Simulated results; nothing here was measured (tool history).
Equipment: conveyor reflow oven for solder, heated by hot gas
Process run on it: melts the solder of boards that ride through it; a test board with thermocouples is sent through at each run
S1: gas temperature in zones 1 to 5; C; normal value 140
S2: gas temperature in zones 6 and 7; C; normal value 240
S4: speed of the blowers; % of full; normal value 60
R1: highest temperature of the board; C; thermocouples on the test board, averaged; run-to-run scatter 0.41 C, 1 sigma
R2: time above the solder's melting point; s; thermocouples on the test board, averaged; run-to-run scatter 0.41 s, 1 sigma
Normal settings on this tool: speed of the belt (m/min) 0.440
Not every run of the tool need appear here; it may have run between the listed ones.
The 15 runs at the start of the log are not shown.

{"hour": 1004.2, "done": "belt drive overhauled, speed set with a stopwatch"}
{"run": 16, "hour": 1004.2, "S1": 140, "S2": 231, "speed of the belt (m/min)": 0.437, "S4": 60, "R1": 210.5, "R2": 65.2}
{"run": 17, "hour": 1047.5, "S1": 140, "S2": 231, "speed of the belt (m/min)": 0.437, "S4": 60, "R1": 210.5, "R2": 65.7}
{"run": 18, "hour": 1121.4, "S1": 145, "S2": 250, "speed of the belt (m/min)": 0.397, "S4": 77, "R1": 233.6, "R2": 96.4}
{"hour": 1147.7, "done": "flux residue cleaned out of gas plates and filters"}
{"run": 19, "hour": 1216.9, "S1": 145, "S2": 251, "speed of the belt (m/min)": 0.397, "S4": 77, "R1": 236.4, "R2": 97.6}
{"run": 20, "hour": 1276.5, "S1": 145, "S2": 251, "speed of the belt (m/min)": 0.397, "S4": 77, "R1": 235.0, "R2": 97.6}
{"hour": 1301.4, "done": "thermocouples of zones 6 and 7 changed"}
{"run": 21, "hour": 1359.2, "S1": 145, "S2": 251, "speed of the belt (m/min)": 0.397, "S4": 77, "R1": 238.1, "R2": 98.7}
{"run": 22, "hour": 1399.7, "S1": 145, "S2": 251, "speed of the belt (m/min)": 0.397, "S4": 77, "R1": 237.2, "R2": 99.6}
{"run": 23, "hour": 1482.8, "S1": 153, "S2": 241, "speed of the belt (m/min)": 0.47, "S4": 77, "R1": 224.6, "R2": 79.3}
{"run": 24, "hour": 1560.3, "S1": 153, "S2": 241, "speed of the belt (m/min)": 0.47, "S4": 77, "R1": 222.9, "R2": 78.9}
{"run": 25, "hour": 1602.1, "S1": 145, "S2": 239, "speed of the belt (m/min)": 0.492, "S4": 59, "R1": 215.2, "R2": 64.0}
{"hour": 1639.0, "done": "flux residue cleaned out of gas plates and filters"}
{"run": 26, "hour": 1680.5, "S1": 146, "S2": 235, "speed of the belt (m/min)": 0.391, "S4": 59, "R1": 220.4, "R2": 89.1}
{"run": 27, "hour": 1751.4, "S1": 146, "S2": 235, "speed of the belt (m/min)": 0.391, "S4": 59, "R1": 220.5, "R2": 89.1}
{"run": 28, "hour": 1840.3, "S1": 146, "S2": 235, "speed of the belt (m/min)": 0.391, "S4": 59, "R1": 220.1, "R2": 88.3}
{"run": 29, "hour": 1897.0, "S1": 146, "S2": 235, "speed of the belt (m/min)": 0.391, "S4": 59, "R1": 219.9, "R2": 87.6}
{"run": 30, "hour": 1983.7, "S1": 146, "S2": 235, "speed of the belt (m/min)": 0.391, "S4": 59, "R1": 220.0, "R2": 88.6}
{"run": 31, "hour": 2043.3, "S1": 144, "S2": 228, "speed of the belt (m/min)": 0.443, "S4": 76, "R1": 211.7, "R2": 68.5}

What if the next run were any one of these 3? Each begins from the tool's condition after run 31:
{"hour": 2133.3, "done": "flux residue cleaned out of gas plates and filters"}
{"run": "A", "hour": 2133.8, "S1": 150, "S2": 245, "speed of the belt (m/min)": 0.44, "S4": 60, "R1": "?", "R2": "?"}
{"hour": 2133.3, "done": "flux residue cleaned out of gas plates and filters"}
{"run": "B", "hour": 2133.8, "S1": 140, "S2": 252, "speed of the belt (m/min)": 0.466, "S4": 61, "R1": "?", "R2": "?"}
{"hour": 2133.3, "done": "flux residue cleaned out of gas plates and filters"}
{"run": "C", "hour": 2133.8, "S1": 145, "S2": 245, "speed of the belt (m/min)": 0.443, "S4": 76, "R1": "?", "R2": "?"}

run=A R1=226.4 R2=84.6
run=B R1=228.9 R2=77.1
run=C R1=227.7 R2=84.2
Without the tool's hidden state the same runs would have given:
run=A R1=227.6 R2=84.5
run=B R1=230.0 R2=77.0
run=C R1=228.9 R2=84.0
